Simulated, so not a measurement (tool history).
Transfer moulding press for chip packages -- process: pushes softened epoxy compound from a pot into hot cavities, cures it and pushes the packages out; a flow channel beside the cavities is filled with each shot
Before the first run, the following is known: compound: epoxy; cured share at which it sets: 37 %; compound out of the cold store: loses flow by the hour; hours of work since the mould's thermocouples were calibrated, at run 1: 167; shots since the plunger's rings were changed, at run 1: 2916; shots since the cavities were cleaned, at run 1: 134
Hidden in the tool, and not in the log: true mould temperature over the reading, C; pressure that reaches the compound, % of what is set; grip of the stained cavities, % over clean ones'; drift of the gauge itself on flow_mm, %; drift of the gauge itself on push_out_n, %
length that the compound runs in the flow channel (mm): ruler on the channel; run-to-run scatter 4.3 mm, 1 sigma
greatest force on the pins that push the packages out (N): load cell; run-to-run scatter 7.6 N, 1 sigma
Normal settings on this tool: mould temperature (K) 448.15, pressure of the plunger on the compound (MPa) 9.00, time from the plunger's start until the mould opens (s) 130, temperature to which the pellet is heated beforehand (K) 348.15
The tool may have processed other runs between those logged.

run   hour  mould temperature (K)  pressure of the plunger on the compound (MPa)  time from the plunger's start until the mould opens (s)  temperature to which the pellet is heated beforehand (K)  hours of work since the mould's thermocouples were calibrated  shots since the plunger's rings were changed  shots since the cavities were cleaned  incoming compound's hours out of the cold store  length that the compound runs in the flow channel (mm)  greatest force on the pins that push the packages out (N)
  1    0.0                 448.15                                           9.00                                                      130                                                    348.15                                                            167                                          2916                                    134                                             15.1                                                     699                                                        398
  2   47.6                 448.15                                           8.16                                                      130                                                    348.15                                                            188                                          3217                                    435                                             34.1                                                     619                                                        442
      65.9  -- cavities cleaned with cleaning compound and waxed
  3   93.5                 448.15                                           8.16                                                      130                                                    348.15                                                            207                                          3498                                    175                                             47.4                                                     594                                                        528
  4  137.7                 448.15                                           8.16                                                      130                                                    348.15                                                            227                                          3777                                    454                                             25.3                                                     632                                                        540
     154.4  -- cavities cleaned with cleaning compound and waxed
  5  170.8                 448.15                                           8.16                                                      130                                                    348.15                                                            241                                          3977                                    103                                             29.7                                                     621                                                        369
  6  215.6                 448.15                                           8.16                                                      130                                                    348.15                                                            260                                          4260                                    386                                             27.0                                                     620                                                        439
     242.2  -- cavities cleaned with cleaning compound and waxed
  7  262.3                 448.15                                           8.16                                                      130                                                    348.15                                                            280                                          4546                                    127                                             24.2                                                     617                                                        370
     284.2  -- plunger's sealing rings changed
  8  306.1                 448.15                                           9.00                                                      130                                                    348.15                                                            298                                           138                                    388                                             44.6                                                     672                                                        445
     332.6  -- cavities cleaned with cleaning compound and waxed
  9  332.6                 448.15                                           9.00                                                      130                                                    348.15                                                            309                                           296                                      0                                             26.1                                                     714                                                        325
     345.7  -- cavities cleaned with cleaning compound and waxed, once more
 10  356.5                 448.15                                           9.00                                                      130                                                    348.15                                                            319                                           438                                     68                                             10.0                                                     743                                                        357
 11  401.9                 448.15                                           9.00                                                      130                                                    348.15                                                            339                                           725                                    355                                              9.7                                                     738                                                        446
 12  429.4                 448.15                                           9.00                                                      130                                                    348.15                                                            352                                           899                                    529                                             17.2                                                     718                                                        457
     434.8  -- cavities cleaned with cleaning compound and waxed
 13  452.0                 448.15                                           9.00                                                      130                                                    348.15                                                            361                                          1032                                    108                                             39.6                                                     674                                                        354
 14  499.2                 448.15                                           9.00                                                      130                                                    348.15                                                            382                                          1330                                    406                                             15.5                                                     708                                                        446
     524.4  -- cavities cleaned with cleaning compound and waxed
 15  543.5                 448.15                                           9.46                                                      158                                                    354.15                                                            401                                          1601                                    121                                             45.8                                                     671                                                        319
 16  582.0                 442.15                                           7.28                                                      115                                                    350.15                                                            418                                          1844                                    364                                             19.7                                                     657                                                        819
     612.9  -- cavities cleaned with cleaning compound and waxed
 17  614.6                 455.15                                           7.28                                                      115                                                    340.15                                                            431                                          2041                                     11                                             41.0                                                     574                                                        320
 18  652.7                 446.15                                           7.28                                                      115                                                    341.15                                                            448                                          2282                                    252                                             11.1                                                     646                                                        585
 19  687.9                 446.15                                           7.28                                                      115                                                    341.15                                                            464                                          2505                                    475                                             46.6                                                     579                                                        583
     700.9  -- cavities cleaned with cleaning compound and waxed
 20  719.1                 449.15                                           9.00                                                      130                                                    344.15                                                            477                                          2693                                    116                                             14.8                                                     700                                                        373
 21  742.6                 448.15                                           8.47                                                      130                                                    358.15                                                            487                                          2841                                    264                                             13.0                                                     686                                                        407
 22  768.8                 448.15                                           8.04                                                      110                                                    348.15                                                            499                                          3006                                    429                                             10.5                                                     665                                                        577
     787.2  -- cavities cleaned with cleaning compound and waxed
 23  817.4                 448.15                                          10.98                                                      130                                                    348.15                                                            519                                          3304                                    191                                             21.8                                                     751                                                        384
 24  848.1                 448.15                                           8.40                                                      130                                                    358.15                                                            533                                          3498                                    385                                             10.2                                                     676                                                        425
     874.5  -- cavities cleaned with cleaning compound and waxed
 25  887.2                 448.15                                           8.40                                                      130                                                    358.15                                                            549                                          3736                                     80                                              8.6                                                     671                                                        352
 26  937.1                 446.15                                           8.40                                                      144                                                    351.15                                                            571                                          4051                                    395                                             15.5                                                     662                                                        423
     960.3  -- cavities cleaned with cleaning compound and waxed
 27  978.5                 448.15                                           6.88                                                      130                                                    357.15                                                            589                                          4304                                    115                                             14.4                                                     595                                                        362

Each row is a separate what-if for the run after 27, all from the same tool condition, not one after another. Results?
  A  1008.6                 448.15                                           6.88                                                      152                                                    356.15                                                            602                                          4494                                    305                                             16.7                                                       ?                                                          ?
  B  1008.6                 448.15                                           6.88                                                      134                                                    357.15                                                            602                                          4494                                    305                                             11.6                                                       ?                                                          ?
  C  1008.6                 450.15                                           6.88                                                      125                                                    345.15                                                            602                                          4494                                    305                                             18.6                                                       ?                                                          ?

run  length that the compound runs in the flow channel (mm)  greatest force on the pins that push the packages out (N)
  A                                                     581                                                        368
  B                                                     597                                                        396
  C                                                     575                                                        405
Stripped of hidden state, with their random variation kept, the same runs would have yielded:
run  length that the compound runs in the flow channel (mm)  greatest force on the pins that push the packages out (N)
  A                                                     642                                                        287
  B                                                     660                                                        312
  C                                                     635                                                        320
